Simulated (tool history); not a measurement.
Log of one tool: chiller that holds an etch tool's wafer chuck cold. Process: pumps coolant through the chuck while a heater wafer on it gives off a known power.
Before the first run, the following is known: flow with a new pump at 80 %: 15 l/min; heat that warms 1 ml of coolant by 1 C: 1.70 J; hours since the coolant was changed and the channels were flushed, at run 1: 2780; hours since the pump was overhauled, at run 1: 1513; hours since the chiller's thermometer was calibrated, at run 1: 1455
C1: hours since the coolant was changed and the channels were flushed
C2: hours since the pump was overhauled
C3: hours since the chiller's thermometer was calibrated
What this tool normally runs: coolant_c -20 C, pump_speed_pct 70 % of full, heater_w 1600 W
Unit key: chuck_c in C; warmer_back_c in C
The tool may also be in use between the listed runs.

{"run": 1, "day": 0.0, "coolant_c": -20, "pump_speed_pct": 70, "heater_w": 1600, "C1": 2780, "C2": 1513, "C3": 1455, "chuck_c": -5.2, "warmer_back_c": 4.53}
{"run": 2, "day": 1.621, "coolant_c": -20, "pump_speed_pct": 70, "heater_w": 1600, "C1": 2819, "C2": 1552, "C3": 1494, "chuck_c": -5.2, "warmer_back_c": 4.48}
{"run": 3, "day": 2.625, "coolant_c": -20, "pump_speed_pct": 70, "heater_w": 1600, "C1": 2843, "C2": 1576, "C3": 1518, "chuck_c": -5.2, "warmer_back_c": 4.42}
{"run": 4, "day": 3.842, "coolant_c": -20, "pump_speed_pct": 67, "heater_w": 1600, "C1": 2872, "C2": 1606, "C3": 1547, "chuck_c": -4.8, "warmer_back_c": 4.72}
{"run": 5, "day": 4.979, "coolant_c": -20, "pump_speed_pct": 66, "heater_w": 1600, "C1": 2899, "C2": 1633, "C3": 1574, "chuck_c": -4.7, "warmer_back_c": 4.75}
{"run": 6, "day": 5.908, "coolant_c": -20, "pump_speed_pct": 66, "heater_w": 1600, "C1": 2922, "C2": 1655, "C3": 1597, "chuck_c": -4.9, "warmer_back_c": 4.76}
{"run": 7, "day": 7.012, "coolant_c": -20, "pump_speed_pct": 66, "heater_w": 1600, "C1": 2948, "C2": 1682, "C3": 1623, "chuck_c": -4.6, "warmer_back_c": 4.76}
{"run": 8, "day": 8.133, "coolant_c": -20, "pump_speed_pct": 66, "heater_w": 1600, "C1": 2975, "C2": 1709, "C3": 1650, "chuck_c": -4.7, "warmer_back_c": 4.81}
{"run": 9, "day": 8.958, "coolant_c": -20, "pump_speed_pct": 66, "heater_w": 1600, "C1": 2995, "C2": 1728, "C3": 1670, "chuck_c": -4.8, "warmer_back_c": 4.76}
{"run": 10, "day": 10.208, "coolant_c": -20, "pump_speed_pct": 70, "heater_w": 1600, "C1": 3025, "C2": 1759, "C3": 1700, "chuck_c": -5.3, "warmer_back_c": 4.44}
{"run": 11, "day": 11.362, "coolant_c": -20, "pump_speed_pct": 70, "heater_w": 1600, "C1": 3053, "C2": 1786, "C3": 1727, "chuck_c": -5.3, "warmer_back_c": 4.53}
{"run": 12, "day": 12.129, "coolant_c": -20, "pump_speed_pct": 70, "heater_w": 1600, "C1": 3071, "C2": 1805, "C3": 1746, "chuck_c": -5.3, "warmer_back_c": 4.46}
{"run": 13, "day": 13.746, "coolant_c": -20, "pump_speed_pct": 70, "heater_w": 1600, "C1": 3110, "C2": 1843, "C3": 1785, "chuck_c": -5.2, "warmer_back_c": 4.43}
{"run": 14, "day": 14.638, "coolant_c": -20, "pump_speed_pct": 70, "heater_w": 1600, "C1": 3131, "C2": 1865, "C3": 1806, "chuck_c": -5.1, "warmer_back_c": 4.49}
{"run": 15, "day": 15.412, "coolant_c": -25, "pump_speed_pct": 70, "heater_w": 1600, "C1": 3150, "C2": 1883, "C3": 1825, "chuck_c": -10.1, "warmer_back_c": 4.42}
{"run": 16, "day": 16.929, "coolant_c": -25, "pump_speed_pct": 91, "heater_w": 1600, "C1": 3186, "C2": 1920, "C3": 1861, "chuck_c": -12.5, "warmer_back_c": 3.3}
{"run": 17, "day": 17.746, "coolant_c": -28, "pump_speed_pct": 88, "heater_w": 920, "C1": 3206, "C2": 1939, "C3": 1881, "chuck_c": -20.6, "warmer_back_c": 1.95}
{"run": 18, "day": 19.212, "coolant_c": -27, "pump_speed_pct": 70, "heater_w": 2363, "C1": 3241, "C2": 1975, "C3": 1916, "chuck_c": -5.1, "warmer_back_c": 6.66}
{"run": 19, "day": 20.275, "coolant_c": -13, "pump_speed_pct": 74, "heater_w": 1360, "C1": 3267, "C2": 2000, "C3": 1941, "chuck_c": -0.7, "warmer_back_c": 3.56}
{"run": 20, "day": 21.442, "coolant_c": -21, "pump_speed_pct": 92, "heater_w": 894, "C1": 3295, "C2": 2028, "C3": 1969, "chuck_c": -14.0, "warmer_back_c": 1.83}
{"run": 21, "day": 22.292, "coolant_c": -22, "pump_speed_pct": 92, "heater_w": 1031, "C1": 3315, "C2": 2048, "C3": 1990, "chuck_c": -14.0, "warmer_back_c": 2.1}
{"run": 22, "day": 23.496, "coolant_c": -11, "pump_speed_pct": 70, "heater_w": 1641, "C1": 3344, "C2": 2077, "C3": 2019, "chuck_c": 4.3, "warmer_back_c": 4.65}
{"run": 23, "day": 24.396, "coolant_c": -11, "pump_speed_pct": 70, "heater_w": 1641, "C1": 3365, "C2": 2099, "C3": 2040, "chuck_c": 4.3, "warmer_back_c": 4.58}

Estimate the outcome of run 24 from the log above:
{"run": 24, "day": 25.133, "coolant_c": -11, "pump_speed_pct": 78, "heater_w": 1888, "C1": 3383, "C2": 2117, "C3": 2058, "chuck_c": "?", "warmer_back_c": "?"}

{"run 24": {"chuck_c": 5.5, "warmer_back_c": 4.69}}
Were there no unlogged condition in the tool, this run, its random variation unchanged, would have produced chuck_c 3.9 C, warmer_back_c 4.58 C.
